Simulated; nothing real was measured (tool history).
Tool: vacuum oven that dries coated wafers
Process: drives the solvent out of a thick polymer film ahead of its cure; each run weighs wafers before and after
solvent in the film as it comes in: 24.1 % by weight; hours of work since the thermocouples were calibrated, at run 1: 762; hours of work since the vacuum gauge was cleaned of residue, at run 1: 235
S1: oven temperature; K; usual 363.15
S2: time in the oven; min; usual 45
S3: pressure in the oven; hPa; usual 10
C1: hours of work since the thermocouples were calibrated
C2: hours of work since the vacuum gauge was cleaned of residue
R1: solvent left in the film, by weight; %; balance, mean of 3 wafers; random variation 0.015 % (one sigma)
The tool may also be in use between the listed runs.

run 1 hour=0 | S1=363.15 S2=45 S3=10 | C1=762 C2=235 | R1=3.23
run 2 hour=11.2 | S1=363.15 S2=38 S3=10 | C1=770 C2=243 | R1=4.24
run 3 hour=20.4 | S1=363.15 S2=38 S3=10 | C1=776 C2=250 | R1=4.23
run 4 hour=35.4 | S1=363.15 S2=38 S3=10 | C1=787 C2=260 | R1=4.22
run 5 hour=51.4 | S1=365.15 S2=45 S3=10 | C1=798 C2=271 | R1=2.75
run 6 hour=60.3 | S1=365.15 S2=45 S3=10 | C1=804 C2=277 | R1=2.73
run 7 hour=70.7 | S1=363.15 S2=45 S3=15 | C1=811 C2=285 | R1=3.38
run 8 hour=81.4 | S1=363.15 S2=45 S3=10 | C1=819 C2=292 | R1=3.2
run 9 hour=97 | S1=363.15 S2=45 S3=10 | C1=830 C2=303 | R1=3.25
run 10 hour=104.5 | S1=363.15 S2=45 S3=10 | C1=835 C2=308 | R1=3.25
run 11 hour=114.8 | S1=363.15 S2=35 S3=10 | C1=842 C2=315 | R1=4.75
run 12 hour=125.7 | S1=363.15 S2=35 S3=10 | C1=850 C2=323 | R1=4.76
run 13 hour=138 | S1=363.15 S2=41 S3=10 | C1=858 C2=331 | R1=3.76
run 14 hour=153.1 | S1=353.15 S2=45 S3=7.6 | C1=869 C2=342 | R1=6.33
run 15 hour=168.8 | S1=351.15 S2=69 S3=19.2 | C1=880 C2=353 | R1=4.66
run 16 hour=177.5 | S1=363.15 S2=49 S3=15.8 | C1=886 C2=359 | R1=2.94
run 17 hour=191.3 | S1=362.15 S2=36 S3=15.8 | C1=895 C2=368 | R1=5.05
run 18 hour=198.6 | S1=362.15 S2=36 S3=15.8 | C1=900 C2=373 | R1=5.05
run 19 hour=206.4 | S1=367.15 S2=45 S3=7.6 | C1=906 C2=379 | R1=2.18
run 20 hour=217.7 | S1=372.15 S2=63 S3=14.5 | C1=914 C2=387 | R1=0.68
run 21 hour=232.2 | S1=363.15 S2=45 S3=19 | C1=924 C2=397 | R1=3.48

Forecast each of these 4 alternatives for the next run:
run A hour=243.5 | S1=357.15 S2=24 S3=19.7 | C1=931 C2=405 | R1=?
run B hour=243.5 | S1=353.15 S2=34 S3=5.3 | C1=931 C2=405 | R1=?
run C hour=243.5 | S1=371.15 S2=71 S3=35.6 | C1=931 C2=405 | R1=?
run D hour=243.5 | S1=363.15 S2=47 S3=7.7 | C1=931 C2=405 | R1=?

run=A R1=9.64
run=B R1=8.24
run=C R1=1.01
run=D R1=2.97
Without the tool's hidden state the same runs would have given:
run=A R1=9.66
run=B R1=8.25
run=C R1=1.02
run=D R1=2.98

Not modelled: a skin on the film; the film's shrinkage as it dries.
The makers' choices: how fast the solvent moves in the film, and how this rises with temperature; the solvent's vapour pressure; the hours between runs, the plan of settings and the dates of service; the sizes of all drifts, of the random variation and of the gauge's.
